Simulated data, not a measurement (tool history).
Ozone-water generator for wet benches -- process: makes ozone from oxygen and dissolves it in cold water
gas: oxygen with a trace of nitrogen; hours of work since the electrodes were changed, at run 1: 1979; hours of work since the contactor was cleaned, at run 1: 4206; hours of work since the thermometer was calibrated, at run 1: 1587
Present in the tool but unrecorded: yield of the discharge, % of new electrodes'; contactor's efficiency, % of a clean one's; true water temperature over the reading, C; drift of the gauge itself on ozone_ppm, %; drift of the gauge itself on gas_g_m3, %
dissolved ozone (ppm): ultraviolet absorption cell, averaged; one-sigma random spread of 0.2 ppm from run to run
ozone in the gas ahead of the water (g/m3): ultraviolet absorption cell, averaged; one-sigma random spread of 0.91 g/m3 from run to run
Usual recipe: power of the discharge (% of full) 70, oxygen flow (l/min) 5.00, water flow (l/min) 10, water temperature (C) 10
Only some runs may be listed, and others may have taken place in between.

run    hour  power of the discharge (% of full)  oxygen flow (l/min)  water flow (l/min)  water temperature (C)  hours of work since the electrodes were changed  hours of work since the contactor was cleaned  hours of work since the thermometer was calibrated  dissolved ozone (ppm)  ozone in the gas ahead of the water (g/m3)
  1     0.0                                  70                 5.00                  10                     10                                             1979                                           4206                                                1587                   28.1                                       151.4
  2    71.5                                  70                 5.00                  10                     10                                             2034                                           4261                                                1642                   28.3                                       151.0
  3   114.4                                  70                 5.00                  10                     10                                             2067                                           4294                                                1675                   27.7                                       151.1
  4   184.5                                  70                 5.00                  10                      7                                             2121                                           4348                                                1729                   29.3                                       150.4
  5   249.9                                  70                 5.00                  10                      7                                             2172                                           4398                                                1779                   29.4                                       150.2
  6   327.9                                  70                 5.00                  10                      7                                             2232                                           4458                                                1839                   29.5                                       152.3
  7   397.3                                  70                 3.16                  10                     10                                             2285                                           4512                                                1893                   28.3                                       195.9
  8   464.1                                  70                 5.00                  10                     10                                             2337                                           4563                                                1944                   28.2                                       151.5
  9   511.8                                  70                 5.00                  10                     10                                             2373                                           4600                                                1981                   28.3                                       151.3
 10   556.9                                  70                 5.00                  10                     10                                             2408                                           4635                                                2016                   28.1                                       148.9
      607.3  -- contactor cleaned
 11   643.3                                  70                 5.00                  10                     10                                             2471                                             28                                                2079                   27.9                                       149.3
 12   708.4                                  70                 5.00                  10                     10                                             2522                                             78                                                2129                   28.0                                       151.0
 13   762.9                                  70                 5.00                  10                     10                                             2564                                            120                                                2171                   27.9                                       151.5
 14   800.5                                  70                 5.00                  10                     10                                             2592                                            149                                                2200                   28.1                                       149.6
 15   845.3                                  70                 5.00                  10                     10                                             2627                                            183                                                2235                   28.1                                       149.0
 16   881.8                                  70                 5.00                  10                     10                                             2655                                            211                                                2263                   28.3                                       148.4
 17   947.5                                  70                 5.00                  13                     10                                             2706                                            262                                                2313                   23.1                                       147.3
 18  1010.3                                  70                 4.37                   8                      6                                             2754                                            310                                                2362                   35.4                                       161.0
 19  1060.9                                  41                 5.00                  10                      6                                             2793                                            349                                                2401                   20.0                                        99.2
 20  1111.8                                  70                 2.92                   9                      6                                             2832                                            388                                                2440                   33.0                                       201.4
 21  1167.2                                  70                 4.55                  10                     10                                             2875                                            431                                                2482                   28.4                                       157.5
 22  1228.7                                  89                 4.55                  13                      6                                             2922                                            478                                                2530                   29.9                                       188.9
 23  1303.8                                  89                 4.55                  13                      6                                             2980                                            536                                                2588                   29.7                                       190.3
 24  1339.0                                  94                 3.52                   9                      7                                             3007                                            563                                                2615                   40.9                                       228.7
 25  1396.9                                  94                 3.52                   9                      7                                             3052                                            608                                                2659                   41.2                                       226.9
 26  1467.6                                  94                 3.52                   9                      7                                             3106                                            662                                                2714                   41.0                                       225.9
 27  1544.0                                  94                 3.52                   9                      7                                             3165                                            721                                                2772                   41.1                                       227.3
 28  1606.5                                  72                 2.73                   7                     10                                             3213                                            769                                                2821                   38.2                                       211.1
 29  1664.7                                  70                 3.27                  10                     18                                             3258                                            814                                                2865                   25.6                                       185.7
 30  1720.8                                  55                 3.27                  14                     18                                             3301                                            857                                                2909                   16.3                                       153.3
 31  1766.4                                  46                 2.77                   8                      9                                             3336                                            892                                                2944                   25.5                                       148.2
     1819.2  -- water thermometer calibrated
 32  1833.0                                  70                 5.00                  10                     16                                             3387                                            943                                                  11                   25.5                                       147.8

The logged runs with the hidden state left out (each run's random variation unchanged):
run  ozone in the gas ahead of the water (g/m3)
  1                                       151.5
  2                                       151.2
  3                                       151.5
  4                                       150.9
  5                                       150.9
  6                                       153.2
  7                                       197.3
  8                                       152.8
  9                                       152.7
 10                                       150.4
 11                                       151.0
 12                                       152.9
 13                                       153.5
 14                                       151.7
 15                                       151.2
 16                                       150.7
 17                                       149.7
 18                                       163.8
 19                                       101.0
 20                                       205.3
 21                                       160.7
 22                                       192.9
 23                                       194.6
 24                                       234.0
 25                                       232.4
 26                                       231.7
 27                                       233.3
 28                                       217.0
 29                                       191.1
 30                                       157.8
 31                                       152.7
 32                                       152.5
For dissolved ozone (ppm), the value without the hidden state is never more than 0.1 from the measured value.
